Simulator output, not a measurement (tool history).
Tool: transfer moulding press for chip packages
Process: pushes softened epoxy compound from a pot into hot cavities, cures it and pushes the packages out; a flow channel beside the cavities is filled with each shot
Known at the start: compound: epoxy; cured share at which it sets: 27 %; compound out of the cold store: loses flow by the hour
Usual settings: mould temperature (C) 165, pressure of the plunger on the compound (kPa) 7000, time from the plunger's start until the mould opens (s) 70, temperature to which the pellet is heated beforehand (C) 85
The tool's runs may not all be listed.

| run | day | mould temperature (C) | pressure of the plunger on the compound (kPa) | time from the plunger's start until the mould opens (s) | temperature to which the pellet is heated beforehand (C) | incoming compound's hours out of the cold store | length that the compound runs in the flow channel (mm) | greatest force on the pins that push the packages out (N) |
|---|---|---|---|---|---|---|---|---|
| 1 | 0 | 165 | 7000 | 70 | 85 | 36.6 | 530 | 374 |
| 2 | 0.95 | 165 | 7000 | 70 | 85 | 16.7 | 608 | 574 |
| 3 | 1.342 | 169 | 7000 | 70 | 85 | 47.8 | 482 | 569 |
| 4 | 1.942 | 165 | 7000 | 70 | 85 | 29 | 555 | 696 |
| 5 | 2.567 | 165 | 7000 | 70 | 85 | 43.8 | 500 | 732 |
| 6 | 3.375 | 165 | 7000 | 70 | 85 | 20.6 | 585 | 792 |
| 7 | 4.004 | 165 | 7000 | 70 | 85 | 32.3 | 538 | 776 |
|  | 4.183 | cavities cleaned with cleaning compound and waxed |
| 8 | 4.475 | 165 | 7000 | 70 | 85 | 43.5 | 494 | 436 |
|  | 5.121 | plunger's sealing rings changed |
| 9 | 5.121 | 159 | 7000 | 70 | 85 | 31.3 | 573 | 780 |
| 10 | 5.917 | 159 | 7000 | 70 | 85 | 12.3 | 662 | 984 |
| 11 | 6.467 | 159 | 7000 | 70 | 85 | 28.1 | 579 | 994 |
| 12 | 7.075 | 159 | 7000 | 70 | 85 | 44.9 | 520 | 983 |
| 13 | 7.908 | 165 | 7000 | 70 | 79 | 36.8 | 536 | 765 |
|  | 8.475 | cavities cleaned with cleaning compound and waxed |
| 14 | 8.729 | 165 | 7000 | 70 | 79 | 27.2 | 571 | 477 |
| 15 | 9.304 | 167 | 5740 | 98 | 89 | 25.3 | 518 | 475 |
| 16 | 9.883 | 167 | 5740 | 98 | 89 | 9.2 | 583 | 540 |
| 17 | 10.288 | 161 | 5740 | 77 | 89 | 21.6 | 542 | 731 |
| 18 | 11.046 | 167 | 6970 | 83 | 87 | 13.9 | 612 | 605 |
| 19 | 11.454 | 169 | 7000 | 63 | 85 | 11.2 | 623 | 753 |
| 20 | 12.292 | 158 | 7610 | 70 | 84 | 32.2 | 580 | 1187 |
|  | 12.617 | cavities cleaned with cleaning compound and waxed |
| 21 | 12.946 | 158 | 8120 | 60 | 84 | 36.5 | 575 | 1007 |
| 22 | 13.35 | 158 | 8120 | 60 | 84 | 19.4 | 652 | 1281 |
| 23 | 14.296 | 165 | 6640 | 70 | 86 | 16.4 | 586 | 685 |
| 24 | 14.821 | 165 | 6640 | 70 | 86 | 41.1 | 488 | 678 |
|  | 15.471 | plunger's sealing rings changed |
| 25 | 15.829 | 165 | 6640 | 70 | 86 | 33 | 537 | 764 |
| 26 | 16.55 | 169 | 5870 | 70 | 86 | 31.2 | 507 | 700 |
|  | 16.892 | cavities cleaned with cleaning compound and waxed |
| 27 | 17.562 | 169 | 5870 | 70 | 86 | 39.5 | 476 | 486 |
| 28 | 18.471 | 165 | 7000 | 70 | 91 | 44.3 | 507 | 622 |

Forecast each of these 5 alternatives for the next run:
| A | 19.129 | 165 | 7000 | 70 | 85 | 28.6 | ? | ? |
| B | 19.129 | 163 | 7000 | 56 | 91 | 46.8 | ? | ? |
| C | 19.129 | 165 | 7000 | 54 | 91 | 26.8 | ? | ? |
| D | 19.129 | 165 | 7000 | 81 | 94 | 44.4 | ? | ? |
| E | 19.129 | 168 | 6780 | 56 | 91 | 37.1 | ? | ? |

| run | length that the compound runs in the flow channel (mm) | greatest force on the pins that push the packages out (N) |
|---|---|---|
| A | 561 | 693 |
| B | 495 | 1113 |
| C | 573 | 1218 |
| D | 498 | 592 |
| E | 518 | 888 |
Without the tool's hidden state the same runs would have given:
| run | length that the compound runs in the flow channel (mm) | greatest force on the pins that push the packages out (N) |
|---|---|---|
| A | 573 | 385 |
| B | 506 | 624 |
| C | 586 | 683 |
| D | 509 | 322 |
| E | 529 | 498 |
